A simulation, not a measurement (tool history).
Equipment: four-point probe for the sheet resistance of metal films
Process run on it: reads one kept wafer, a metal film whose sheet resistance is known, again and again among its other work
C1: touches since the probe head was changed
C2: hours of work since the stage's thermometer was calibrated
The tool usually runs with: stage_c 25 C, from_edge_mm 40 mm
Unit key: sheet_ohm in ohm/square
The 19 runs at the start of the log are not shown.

{"run": 20, "day": 17.892, "stage_c": 25, "from_edge_mm": 40, "C1": 81715, "C2": 1042, "sheet_ohm": 0.26142}
{"run": 21, "day": 19.142, "stage_c": 25, "from_edge_mm": 40, "C1": 83292, "C2": 1060, "sheet_ohm": 0.26142}
{"run": 22, "day": 19.946, "stage_c": 22, "from_edge_mm": 40, "C1": 84301, "C2": 1072, "sheet_ohm": 0.261506}
{"run": 23, "day": 20.8, "stage_c": 27, "from_edge_mm": 61, "C1": 85380, "C2": 1084, "sheet_ohm": 0.261319}
{"run": 24, "day": 21.6, "stage_c": 26, "from_edge_mm": 6, "C1": 86390, "C2": 1096, "sheet_ohm": 0.262254}
{"run": 25, "day": 22.771, "stage_c": 26, "from_edge_mm": 21, "C1": 87863, "C2": 1113, "sheet_ohm": 0.261386}
{"run": 26, "day": 23.983, "stage_c": 34, "from_edge_mm": 14, "C1": 89393, "C2": 1131, "sheet_ohm": 0.261334}
{"run": 27, "day": 25.0, "stage_c": 21, "from_edge_mm": 21, "C1": 90672, "C2": 1145, "sheet_ohm": 0.261401}
{"run": 28, "day": 26.083, "stage_c": 21, "from_edge_mm": 21, "C1": 92037, "C2": 1161, "sheet_ohm": 0.261431}
{"run": 29, "day": 26.604, "stage_c": 21, "from_edge_mm": 21, "C1": 92697, "C2": 1169, "sheet_ohm": 0.261334}
{"run": 30, "day": 27.725, "stage_c": 29, "from_edge_mm": 8, "C1": 94110, "C2": 1185, "sheet_ohm": 0.261655}
{"run": 31, "day": 28.425, "stage_c": 25, "from_edge_mm": 5, "C1": 94990, "C2": 1195, "sheet_ohm": 0.262463}
{"run": 32, "day": 29.496, "stage_c": 28, "from_edge_mm": 26, "C1": 96341, "C2": 1211, "sheet_ohm": 0.261068}
{"run": 33, "day": 30.138, "stage_c": 19, "from_edge_mm": 4, "C1": 97149, "C2": 1220, "sheet_ohm": 0.263435}
{"run": 34, "day": 30.754, "stage_c": 28, "from_edge_mm": 46, "C1": 97925, "C2": 1229, "sheet_ohm": 0.26112}
{"run": 35, "day": 31.492, "stage_c": 19, "from_edge_mm": 7, "C1": 98855, "C2": 1240, "sheet_ohm": 0.26194}
{"run": 36, "day": 32.058, "stage_c": 26, "from_edge_mm": 40, "C1": 99571, "C2": 1248, "sheet_ohm": 0.261103}
{"run": 37, "day": 32.904, "stage_c": 33, "from_edge_mm": 70, "C1": 100636, "C2": 1260, "sheet_ohm": 0.260884}
{"run": 38, "day": 33.662, "stage_c": 19, "from_edge_mm": 40, "C1": 101591, "C2": 1271, "sheet_ohm": 0.261148}
{"run": 39, "day": 34.4, "stage_c": 19, "from_edge_mm": 40, "C1": 102519, "C2": 1282, "sheet_ohm": 0.261183}
{"run": 40, "day": 35.417, "stage_c": 19, "from_edge_mm": 6, "C1": 103800, "C2": 1297, "sheet_ohm": 0.262135}
{"run": 41, "day": 36.696, "stage_c": 21, "from_edge_mm": 62, "C1": 105414, "C2": 1315, "sheet_ohm": 0.261202}
{"run": 42, "day": 37.992, "stage_c": 24, "from_edge_mm": 18, "C1": 107044, "C2": 1334, "sheet_ohm": 0.26105}
{"run": 43, "day": 39.029, "stage_c": 24, "from_edge_mm": 18, "C1": 108353, "C2": 1349, "sheet_ohm": 0.261081}
{"run": 44, "day": 40.171, "stage_c": 20, "from_edge_mm": 18, "C1": 109793, "C2": 1366, "sheet_ohm": 0.261192}

Branching from run 44: 5 alternative next runs. What would each branch give?
{"run": "A", "day": 41.029, "stage_c": 31, "from_edge_mm": 31, "C1": 110873, "C2": 1378, "sheet_ohm": "?"}
{"run": "B", "day": 41.029, "stage_c": 23, "from_edge_mm": 4, "C1": 110873, "C2": 1378, "sheet_ohm": "?"}
{"run": "C", "day": 41.029, "stage_c": 33, "from_edge_mm": 25, "C1": 110873, "C2": 1378, "sheet_ohm": "?"}
{"run": "D", "day": 41.029, "stage_c": 19, "from_edge_mm": 20, "C1": 110873, "C2": 1378, "sheet_ohm": "?"}
{"run": "E", "day": 41.029, "stage_c": 35, "from_edge_mm": 18, "C1": 110873, "C2": 1378, "sheet_ohm": "?"}

run=A sheet_ohm=0.260779
run=B sheet_ohm=0.263061
run=C sheet_ohm=0.260861
run=D sheet_ohm=0.261051
run=E sheet_ohm=0.260784
What these runs would have given with no unlogged condition in the tool:
run=A sheet_ohm=0.263635
run=B sheet_ohm=0.265945
run=C sheet_ohm=0.263717
run=D sheet_ohm=0.263918
run=E sheet_ohm=0.263638
